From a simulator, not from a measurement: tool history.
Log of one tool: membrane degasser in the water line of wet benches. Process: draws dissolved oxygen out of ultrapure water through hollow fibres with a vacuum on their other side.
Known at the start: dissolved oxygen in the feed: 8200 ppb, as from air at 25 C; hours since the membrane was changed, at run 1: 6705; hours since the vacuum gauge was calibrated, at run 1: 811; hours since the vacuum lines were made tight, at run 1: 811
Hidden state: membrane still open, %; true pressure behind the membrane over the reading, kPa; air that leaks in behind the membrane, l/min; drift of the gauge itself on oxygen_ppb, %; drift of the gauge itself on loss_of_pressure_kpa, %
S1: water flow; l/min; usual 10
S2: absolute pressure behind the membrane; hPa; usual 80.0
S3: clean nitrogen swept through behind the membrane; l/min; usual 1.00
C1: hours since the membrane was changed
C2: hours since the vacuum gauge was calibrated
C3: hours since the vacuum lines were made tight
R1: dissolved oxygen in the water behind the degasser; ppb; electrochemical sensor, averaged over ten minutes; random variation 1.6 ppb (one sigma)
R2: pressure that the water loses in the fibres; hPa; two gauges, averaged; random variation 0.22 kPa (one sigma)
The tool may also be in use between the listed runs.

run    hour  S1     S2    S3     C1    C2    C3     R1     R2
  1     0.0  10   80.0  1.00   6705   811   811  163.3  558.1
  2   180.0  10   80.0  1.00   6885   991   991  165.0  554.7
  3   387.8  10   80.0  1.00   7092  1198  1198  162.1  558.0
  4   548.0   8   80.0  1.00   7253  1359  1359  127.3  446.4
  5   793.7   8   80.0  1.00   7498  1604  1604  128.7  450.1
  6   949.2   8   80.0  1.00   7654  1760  1760  127.3  452.0
  7  1168.5  10   80.0  1.00   7873  1979  1979  163.7  564.7
  8  1338.9  10   80.0  1.00   8043  2149  2149  168.7  566.7
  9  1499.7  10   80.0  1.00   8204  2310  2310  170.9  563.3
 10  1708.5  10   80.0  1.00   8413  2519  2519  170.8  564.1
 11  1937.0  10   80.0  1.00   8642  2747  2747  166.0  565.2
 12  2088.2  10   72.7  1.00   8793  2899  2899  153.1  569.4
 13  2272.0  10   80.0  2.84   8977  3083  3083   98.5  568.6
     2433.9  -- vacuum gauge calibrated
 14  2465.3  10   80.0  2.84   9169    31  3275   97.7  567.6
 15  2696.6  10   80.0  1.00   9401   263  3507  171.3  571.5
 16  2856.7  10   80.0  1.00   9561   423  3667  172.4  572.2
 17  3109.9  10  169.4  1.00   9814   676  3920  375.3  572.8
 18  3252.5   8  114.3  1.96   9957   819  4062  121.3  457.2
 19  3410.7   8   70.4  0.49  10115   977  4221  184.0  456.2
 20  3658.1  10   89.0  1.35  10362  1224  4468  163.6  571.2
 21  3922.5  10  126.3  1.20  10627  1489  4732  247.0  575.5
 22  4036.8  10  134.5  0.79  10741  1603  4847  359.3  573.5
 23  4237.8  12   49.7  0.88  10942  1804  5048  140.5  689.7
 24  4396.4  12   49.7  0.88  11100  1962  5206  142.8  689.7
 25  4508.9  12   49.7  0.88  11213  2075  5319  141.8  692.3
 26  4715.4  12   49.7  0.88  11419  2281  5525  141.9  696.0
 27  4880.3  11   80.0  1.00  11584  2446  5690  196.3  638.7
 28  5055.3  13   80.0  0.90  11759  2621  5865  256.5  754.8
 29  5309.5   9   80.0  1.00  12014  2876  6119  154.9  520.8
 30  5518.3  16   80.0  0.67  12222  3084  6328  377.6  932.2
     5683.1  -- vacuum gauge calibrated
 31  5757.3  13   96.8  1.00  12461    74  6567  295.5  755.8
 32  5956.3   9   96.8  3.00  12660   273  6766  100.6  525.1

3 ways to go on from here, each from the tool as it stands after run 32. What would each give?
  A  6124.9   9   80.0  1.00  12829  442  6934   ?   ?
  B  6124.9  14  193.5  2.08  12829  442  6934   ?   ?
  C  6124.9   9  146.6  1.21  12829  442  6934   ?   ?

run     R1     R2
  A  155.9  523.0
  B  374.1  816.1
  C  257.9  524.2
Without the tool's hidden state the same runs would have given:
run     R1     R2
  A  133.5  479.7
  B  332.8  748.7
  C  232.0  481.0

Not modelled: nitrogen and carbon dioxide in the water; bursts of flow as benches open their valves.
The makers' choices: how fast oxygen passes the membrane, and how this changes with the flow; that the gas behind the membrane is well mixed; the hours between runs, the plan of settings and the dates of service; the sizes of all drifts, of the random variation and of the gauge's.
